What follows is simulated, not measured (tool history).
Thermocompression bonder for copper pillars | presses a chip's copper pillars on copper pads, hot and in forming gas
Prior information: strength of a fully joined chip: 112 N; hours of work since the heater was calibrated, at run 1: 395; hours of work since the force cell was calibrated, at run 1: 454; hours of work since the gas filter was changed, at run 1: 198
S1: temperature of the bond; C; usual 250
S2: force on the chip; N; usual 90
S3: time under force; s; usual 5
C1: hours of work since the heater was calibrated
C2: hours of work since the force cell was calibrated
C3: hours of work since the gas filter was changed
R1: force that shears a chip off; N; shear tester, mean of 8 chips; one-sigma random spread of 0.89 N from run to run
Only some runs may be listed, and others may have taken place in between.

run,hour,S1,S2,S3,C1,C2,C3,R1
1,0,250,90,5,395,454,198,66.4
2,23.7,250,90,5,406,464,209,64.5
3,44,259,90,5,415,474,218,72.1
4,67.4,222,90,5,426,484,229,44.7
5,89,222,90,5,436,494,239,43.8
6,108.5,222,123,5,444,503,248,59.9
7,127.3,222,123,5,453,511,256,58.3
8,139.9,222,123,5,459,517,262,58.2
9,153.3,222,123,5,465,523,268,58.5
10,174.7,222,123,5,474,533,278,57.3
11,198.3,222,123,5,485,543,288,58.3
12,215.3,222,123,5,493,551,296,58.5
13,239.9,250,67,5,504,562,307,47.8
14,256.9,250,67,5,512,570,315,47.3
15,270.2,250,67,5,518,576,321,47.6
16,286.6,250,67,5,525,583,328,46.5
17,300.1,250,61,5,531,589,334,40.9
18,321.1,250,90,5,541,599,344,60.2
# hour 344.9: heater calibrated with a thermocouple chip
19,348.6,271,90,5,2,610,355,80.6
20,370.4,250,83,5,12,620,365,63.1
21,391.5,250,125,5,21,630,375,84.5
22,407.9,244,75,4,29,637,382,49
23,419.2,222,63,3,34,642,387,25.5
24,432.9,243,90,3,40,649,393,52.9
# hour 436.6: force cell calibrated
25,445.9,243,90,3,45,4,399,54.5
26,458.1,250,57,5,51,10,404,45.7
27,472.6,259,90,6,57,16,411,76.9
28,485.2,259,90,6,63,22,417,77
# hour 503.2: force cell calibrated, once more
29,512.4,230,110,3,74,4,428,50.9
30,536.2,221,87,5,85,15,439,43.6
31,558.4,221,87,5,95,25,449,42
32,571.4,275,90,13,101,31,455,89.7
33,589.3,274,60,11,109,39,463,71.1
34,607.1,252,94,14,117,47,471,84.7
# hour 613: forming gas filter changed
35,626.3,252,94,14,126,56,6,94.9
36,637.7,257,78,5,131,61,11,68.5
37,652.7,263,117,14,138,67,18,104.3
38,677.7,249,123,10,149,79,29,97.4
39,701.7,249,123,10,160,90,40,95.9

Below are 5 alternative next runs, each starting from the tool's condition after run 39. Predict each:
A,727.5,262,133,8,172,101,52,?
B,727.5,245,97,4,172,101,52,?
C,727.5,263,90,13,172,101,52,?
D,727.5,275,60,4,172,101,52,?
E,727.5,264,78,3,172,101,52,?

run,R1
A,103.8
B,67
C,96.6
D,60.6
E,61.8
Stripped of hidden state, with their random variation kept, the same runs would have yielded:
run,R1
A,106.5
B,71
C,99.9
D,64.1
E,65.5
